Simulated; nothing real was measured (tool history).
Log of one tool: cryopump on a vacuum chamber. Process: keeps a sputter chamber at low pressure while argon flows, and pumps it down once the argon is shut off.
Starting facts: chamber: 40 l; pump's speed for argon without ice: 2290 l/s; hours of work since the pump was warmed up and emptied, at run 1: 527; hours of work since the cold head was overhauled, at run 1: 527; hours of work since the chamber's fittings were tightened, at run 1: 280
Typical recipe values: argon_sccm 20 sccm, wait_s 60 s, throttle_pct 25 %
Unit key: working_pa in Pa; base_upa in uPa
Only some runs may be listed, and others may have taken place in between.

run   hour  argon_sccm  wait_s  throttle_pct  hours of work since the pump was warmed up and emptied  hours of work since the cold head was overhauled  hours of work since the chamber's fittings were tightened  working_pa  base_upa
  1    0.0          20      60            25                                                     527                                               527                                                        280      0.0611      0.81
  2   13.4          20      60            25                                                     538                                               538                                                        291      0.0610      0.88
  3   32.6          20      27            25                                                     554                                               554                                                        306      0.0608      1.48
  4   47.4          20      27            25                                                     566                                               566                                                        318      0.0611      1.51
  5   63.3          20      60            25                                                     579                                               579                                                        331      0.0610      0.87
  6   81.9          20      60            25                                                     594                                               594                                                        346      0.0612      0.83
  7   97.3          20      60            25                                                     606                                               606                                                        358      0.0614      0.91
  8  113.3          20      60            25                                                     619                                               619                                                        371      0.0611      0.89
  9  129.1          20      60            25                                                     632                                               632                                                        384      0.0617      0.93
 10  139.6          20      60            27                                                     641                                               641                                                        393      0.0570      0.94
 11  153.2          20      60            27                                                     652                                               652                                                        404      0.0569      0.92
 12  170.6          20      60            27                                                     666                                               666                                                        418      0.0570      0.88
 13  181.3          20     212            24                                                     674                                               674                                                        427      0.0642      0.53
 14  199.5          20     212            24                                                     689                                               689                                                        441      0.0644      0.55
 15  208.7          18      60            25                                                     696                                               696                                                        449      0.0555      0.97
 16  217.2          19     135            16                                                     703                                               703                                                        456      0.0910      0.63
 17  225.8          20      62            28                                                     710                                               710                                                        463      0.0552      0.90
 18  243.3          18      45            23                                                     725                                               725                                                        477      0.0602      1.11
 19  257.7          18      45            23                                                     736                                               736                                                        488      0.0604      1.10
 20  271.5          39     178            23                                                     747                                               747                                                        500      0.1306      0.62
 21  286.0          20      36            19                                                     759                                               759                                                        511      0.0803      1.36
 22  305.9          20      60            17                                                     775                                               775                                                        527      0.0897      1.01
 23  323.4          20      60            17                                                     789                                               789                                                        542      0.0900      0.97
 24  336.0          20      60            17                                                     800                                               800                                                        552      0.0902      0.98

Table of differences, measured result less the result of that run with no hidden state. Run-to-run variation is the same in both. Gauge scatter possibly is not:
Hidden conditions of the tool in this case: pump's speed, % of a pump's without ice; cold plate's temperature, K; leak into the chamber, uPa l/s; drift of the gauge itself on working_pa, %; drift of the gauge itself on base_upa, %.
run  working_pa  base_upa
  1     +0.0019     +0.16
  2     +0.0019     +0.17
  3     +0.0020     +0.17
  4     +0.0021     +0.19
  5     +0.0021     +0.19
  6     +0.0021     +0.20
  7     +0.0022     +0.21
  8     +0.0022     +0.21
  9     +0.0023     +0.23
 10     +0.0024     +0.24
 11     +0.0024     +0.24
 12     +0.0024     +0.24
 13     +0.0025     +0.25
 14     +0.0026     +0.26
 15     +0.0023     +0.26
 16     +0.0025     +0.26
 17     +0.0027     +0.26
 18     +0.0025     +0.28
 19     +0.0025     +0.28
 20     +0.0055     +0.30
 21     +0.0028     +0.30
 22     +0.0029     +0.31
 23     +0.0030     +0.31
 24     +0.0030     +0.32

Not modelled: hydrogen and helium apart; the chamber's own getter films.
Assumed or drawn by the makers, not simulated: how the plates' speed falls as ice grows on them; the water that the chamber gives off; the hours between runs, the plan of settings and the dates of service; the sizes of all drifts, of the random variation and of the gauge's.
